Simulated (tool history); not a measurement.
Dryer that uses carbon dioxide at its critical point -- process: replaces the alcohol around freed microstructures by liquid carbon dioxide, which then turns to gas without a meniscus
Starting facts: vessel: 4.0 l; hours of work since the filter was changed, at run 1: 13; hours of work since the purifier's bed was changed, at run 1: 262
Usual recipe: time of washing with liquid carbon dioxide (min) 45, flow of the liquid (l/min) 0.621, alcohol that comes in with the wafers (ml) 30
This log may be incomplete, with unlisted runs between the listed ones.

run	day	time of washing with liquid carbon dioxide (min)	flow of the liquid (l/min)	alcohol that comes in with the wafers (ml)	hours of work since the filter was changed	hours of work since the purifier's bed was changed	alcohol left in the vessel before it's heated (ppm by volume)
1	0	45	0.621	30	13	262	112
2	1.479	45	0.621	30	33	282	109
3	3.296	45	0.621	30	58	307	106
4	4.538	45	0.377	30	75	324	286
5	6.729	45	0.776	30	104	354	121
6	8.871	45	0.776	30	133	383	138
7	11.05	45	0.621	30	163	412	149
8	12.904	45	0.621	30	188	438	166
9	13.892	62	0.457	39	202	451	167
10	15.121	46	1.029	60	218	468	152
11	17.275	46	1.029	60	248	497	167
12	18.962	46	0.431	36	271	520	296
# day 20.954: purifier's bed changed
13	21.204	35	0.431	36	299	3	355

Each row is a separate what-if for the run after 13, all from the same tool condition, not one after another. Results?
A	22.8	44	0.378	30	321	25	?
B	22.8	35	0.431	23	321	25	?
C	22.8	30	0.993	30	321	25	?
D	22.8	55	0.621	120	321	25	?

run	alcohol left in the vessel before it's heated (ppm by volume)
A	227
B	247
C	32
D	25
With the hidden condition removed and each run's random variation left untouched, the same runs would have given:
run	alcohol left in the vessel before it's heated (ppm by volume)
A	177
B	197
C	20
D	10
